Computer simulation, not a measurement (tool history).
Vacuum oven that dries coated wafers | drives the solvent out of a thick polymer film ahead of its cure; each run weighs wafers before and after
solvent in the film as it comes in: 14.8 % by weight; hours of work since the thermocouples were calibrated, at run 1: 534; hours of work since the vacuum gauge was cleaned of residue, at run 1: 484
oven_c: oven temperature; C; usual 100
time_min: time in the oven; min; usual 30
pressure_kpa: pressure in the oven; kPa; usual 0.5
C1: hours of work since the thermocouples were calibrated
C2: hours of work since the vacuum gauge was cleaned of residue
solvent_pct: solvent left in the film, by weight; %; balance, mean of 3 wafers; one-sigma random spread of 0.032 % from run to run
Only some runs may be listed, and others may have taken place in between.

{"run": 1, "day": 0.0, "oven_c": 100, "time_min": 30, "pressure_kpa": 0.5, "C1": 534, "C2": 484, "solvent_pct": 1.88}
{"run": 2, "day": 1.388, "oven_c": 100, "time_min": 30, "pressure_kpa": 0.38, "C1": 558, "C2": 508, "solvent_pct": 1.8}
{"run": 3, "day": 2.788, "oven_c": 100, "time_min": 30, "pressure_kpa": 0.38, "C1": 583, "C2": 533, "solvent_pct": 1.76}
{"run": 4, "day": 4.921, "oven_c": 100, "time_min": 30, "pressure_kpa": 0.5, "C1": 620, "C2": 570, "solvent_pct": 1.8}
{"run": 5, "day": 6.383, "oven_c": 100, "time_min": 30, "pressure_kpa": 0.5, "C1": 646, "C2": 596, "solvent_pct": 1.82}
{"run": 6, "day": 7.596, "oven_c": 100, "time_min": 30, "pressure_kpa": 0.5, "C1": 667, "C2": 617, "solvent_pct": 1.87}
{"day": 7.85, "done": "vacuum gauge cleaned of residue and calibrated"}
{"run": 7, "day": 9.004, "oven_c": 100, "time_min": 30, "pressure_kpa": 0.5, "C1": 691, "C2": 20, "solvent_pct": 1.79}
{"run": 8, "day": 10.396, "oven_c": 100, "time_min": 30, "pressure_kpa": 0.5, "C1": 715, "C2": 45, "solvent_pct": 1.84}
{"run": 9, "day": 12.396, "oven_c": 95, "time_min": 24, "pressure_kpa": 0.708, "C1": 750, "C2": 80, "solvent_pct": 4.06}
{"run": 10, "day": 13.488, "oven_c": 95, "time_min": 24, "pressure_kpa": 0.708, "C1": 769, "C2": 99, "solvent_pct": 4.06}
{"run": 11, "day": 14.567, "oven_c": 100, "time_min": 32, "pressure_kpa": 0.427, "C1": 788, "C2": 118, "solvent_pct": 1.64}
{"run": 12, "day": 16.133, "oven_c": 100, "time_min": 32, "pressure_kpa": 0.427, "C1": 816, "C2": 145, "solvent_pct": 1.56}
{"run": 13, "day": 17.721, "oven_c": 87, "time_min": 22, "pressure_kpa": 0.5, "C1": 844, "C2": 173, "solvent_pct": 6.81}
{"run": 14, "day": 19.496, "oven_c": 97, "time_min": 27, "pressure_kpa": 0.306, "C1": 875, "C2": 204, "solvent_pct": 2.81}
{"day": 20.296, "done": "vacuum gauge cleaned of residue and calibrated, once more"}
{"run": 15, "day": 21.462, "oven_c": 100, "time_min": 17, "pressure_kpa": 0.603, "C1": 908, "C2": 20, "solvent_pct": 3.87}
{"run": 16, "day": 23.329, "oven_c": 94, "time_min": 20, "pressure_kpa": 1.04, "C1": 941, "C2": 53, "solvent_pct": 5.2}

Take each entry between the runs: how does the hidden state at the last listed run before it differ from the hidden state at the first listed run after it?
Run 6 -> run 7: vacuum gauge cleaned of residue and calibrated (day 7.85)
  true wafer temperature over the reading, C: 0.61 -> 0.63; true pressure over the reading, kPa: 0.178 -> 0.215
  measured value less the no-hidden-state value, solvent_pct: -0.08 -> -0.07 %
Run 14 -> run 15: vacuum gauge cleaned of residue and calibrated, once more (day 20.296)
  true wafer temperature over the reading, C: 0.78 -> 0.8; true pressure over the reading, kPa: 0.269 -> 0.008
  measured value less the no-hidden-state value, solvent_pct: -0.13 -> -0.23 %

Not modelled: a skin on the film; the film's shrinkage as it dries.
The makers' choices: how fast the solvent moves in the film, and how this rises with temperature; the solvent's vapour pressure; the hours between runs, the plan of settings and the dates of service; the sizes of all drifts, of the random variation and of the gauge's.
